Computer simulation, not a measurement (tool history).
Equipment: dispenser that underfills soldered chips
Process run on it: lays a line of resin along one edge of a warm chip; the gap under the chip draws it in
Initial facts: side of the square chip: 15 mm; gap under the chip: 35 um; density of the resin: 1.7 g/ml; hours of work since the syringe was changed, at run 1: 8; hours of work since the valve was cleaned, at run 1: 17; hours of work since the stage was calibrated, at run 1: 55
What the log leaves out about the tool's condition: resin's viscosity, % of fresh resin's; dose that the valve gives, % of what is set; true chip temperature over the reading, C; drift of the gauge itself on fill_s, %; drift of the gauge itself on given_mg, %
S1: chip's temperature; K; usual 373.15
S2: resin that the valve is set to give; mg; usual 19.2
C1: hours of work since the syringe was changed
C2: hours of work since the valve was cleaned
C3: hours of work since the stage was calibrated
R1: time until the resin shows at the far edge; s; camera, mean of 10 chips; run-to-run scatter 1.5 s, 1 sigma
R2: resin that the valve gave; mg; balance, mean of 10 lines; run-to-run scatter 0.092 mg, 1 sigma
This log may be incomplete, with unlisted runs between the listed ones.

run   hour      S1    S2  C1  C2   C3     R1     R2
  1    0.0  373.15  19.2   8  17   55  284.9  18.80
       1.5  -- new syringe of resin
  2    3.4  373.15  19.2   1  19   57  155.3  18.82
  3    7.3  373.15  19.2   4  22   60  187.3  18.85
  4   12.1  373.15  19.2   7  25   63  247.5  18.75
      16.4  -- new syringe of resin
  5   17.0  373.15  19.2   0  27   65  147.9  18.56
  6   20.6  373.15  19.2   3  30   68  179.2  18.66
  7   24.5  373.15  21.8   5  32   70  216.0  21.11
  8   27.7  373.15  21.8   7  34   72  256.6  21.17
  9   29.9  373.15  20.8   8  35   73  294.7  20.01
      31.3  -- new syringe of resin
 10   35.3  373.15  20.8   3  39   77  168.6  19.98
 11   38.2  387.15  19.2   4  40   78  131.0  18.49
 12   40.3  387.15  19.2   6  42   80  147.2  18.40
 13   43.1  373.15  19.2   7  43   81  262.9  18.46
      46.1  -- new syringe of resin
 14   46.1  373.15  19.2   0  45   83  140.8  18.46
 15   50.1  384.15  19.2   2  48   86  126.3  18.25
 16   54.8  384.15  19.2   5  51   89  158.6  18.30
 17   57.2  384.15  19.2   7  52   90  181.2  18.17
      61.0  -- new syringe of resin
 18   62.2  384.15  19.2   1  55   93  107.0  18.21
 19   66.0  384.15  23.9   3  57   95  126.1  22.53
 20   69.2  361.15  22.0   5  59   97  303.4  20.82
 21   73.7  373.15  21.6   8  62  100  265.4  20.35
      76.1  -- new syringe of resin
 22   77.7  368.15  19.7   1  64  102  181.3  18.41
 23   82.4  383.15  20.2   4  67  105  141.0  19.05
 24   85.3  362.15  19.2   6  69  107  331.4  18.06
 25   89.4  362.15  19.2   8  72  110  410.3  18.02
      90.9  -- new syringe of resin
 26   94.0  362.15  17.4   2  74  112  250.8  16.17
 27   98.7  376.15  20.6   5  77  115  189.4  19.11
 28  102.1  368.15  17.0   7  79  117  316.7  15.72
     105.9  -- new syringe of resin
 29  107.2  380.15  17.6   1  82  120  124.1  16.13
 30  109.4  373.15  17.9   2  84  122  170.9  16.38
 31  112.9  368.15  18.7   4  86  124  242.0  17.13
     117.0  -- dispensing valve cleaned and set on the balance
 32  118.1  375.15  24.1   7   1  126  227.6  24.00
     121.9  -- new syringe of resin
 33  121.9  374.15  21.3   0   3  129  133.9  21.32
 34  124.6  373.15  16.3   2   5  130  168.8  16.26

What differs in the tool's unlogged condition from the final listed run ahead of each entry between runs to the first listed run following it?
From run 1 to run 2: new syringe of resin (hour 1.5)
  resin's viscosity, % of fresh resin's: 201.8 -> 109.3; dose that the valve gives, % of what is set: 98.35 -> 98.17; true chip temperature over the reading, C: 0.25 -> 0.26
  the result without the hidden state subtracted from the measured one, R1: +143.1 -> +12.5 s; R2: -0.32 -> -0.36 mg
From run 4 to run 5: new syringe of resin (hour 16.4)
  resin's viscosity, % of fresh resin's: 173.5 -> 105.2; dose that the valve gives, % of what is set: 97.67 -> 97.4; true chip temperature over the reading, C: 0.3 -> 0.32
  the result without the hidden state subtracted from the measured one, R1: +104.3 -> +6.6 s; R2: -0.45 -> -0.50 mg
From run 9 to run 10: new syringe of resin (hour 31.3)
  resin's viscosity, % of fresh resin's: 209.2 -> 122.6; dose that the valve gives, % of what is set: 96.67 -> 96.38; true chip temperature over the reading, C: 0.38 -> 0.4
  the result without the hidden state subtracted from the measured one, R1: +152.8 -> +30.2 s; R2: -0.70 -> -0.75 mg
From run 13 to run 14: new syringe of resin (hour 46.1)
  resin's viscosity, % of fresh resin's: 185.2 -> 99.2; dose that the valve gives, % of what is set: 95.91 -> 95.76; true chip temperature over the reading, C: 0.43 -> 0.44
  the result without the hidden state subtracted from the measured one, R1: +120.3 -> -1.8 s; R2: -0.79 -> -0.81 mg
From run 17 to run 18: new syringe of resin (hour 61.0)
  resin's viscosity, % of fresh resin's: 177.8 -> 104.5; dose that the valve gives, % of what is set: 95.11 -> 94.85; true chip temperature over the reading, C: 0.49 -> 0.51
  the result without the hidden state subtracted from the measured one, R1: +78.9 -> +4.3 s; R2: -0.93 -> -0.99 mg
From run 21 to run 22: new syringe of resin (hour 76.1)
  resin's viscosity, % of fresh resin's: 191.7 -> 108.7; dose that the valve gives, % of what is set: 94.17 -> 93.93; true chip temperature over the reading, C: 0.56 -> 0.58
  the result without the hidden state subtracted from the measured one, R1: +125.6 -> +13.4 s; R2: -1.26 -> -1.18 mg
From run 25 to run 26: new syringe of resin (hour 90.9)
  resin's viscosity, % of fresh resin's: 201.4 -> 117.1; dose that the valve gives, % of what is set: 93.23 -> 92.98; true chip temperature over the reading, C: 0.63 -> 0.65
  the result without the hidden state subtracted from the measured one, R1: +205.8 -> +37.3 s; R2: -1.31 -> -1.22 mg
From run 28 to run 29: new syringe of resin (hour 105.9)
  resin's viscosity, % of fresh resin's: 180 -> 106.1; dose that the valve gives, % of what is set: 92.46 -> 92.17; true chip temperature over the reading, C: 0.68 -> 0.7
  the result without the hidden state subtracted from the measured one, R1: +141.8 -> +7.8 s; R2: -1.29 -> -1.37 mg
From run 31 to run 32: dispensing valve cleaned and set on the balance (hour 117.0)
  resin's viscosity, % of fresh resin's: 143.7 -> 178.9; dose that the valve gives, % of what is set: 91.83 -> 99.94; true chip temperature over the reading, C: 0.73 -> 0.74
  the result without the hidden state subtracted from the measured one, R1: +73.5 -> +97.4 s; R2: -1.53 -> -0.01 mg
From run 32 to run 33: new syringe of resin (hour 121.9)
  resin's viscosity, % of fresh resin's: 178.9 -> 99.7; dose that the valve gives, % of what is set: 99.94 -> 99.73; true chip temperature over the reading, C: 0.74 -> 0.76
  the result without the hidden state subtracted from the measured one, R1: +97.4 -> -3.6 s; R2: -0.01 -> -0.06 mg
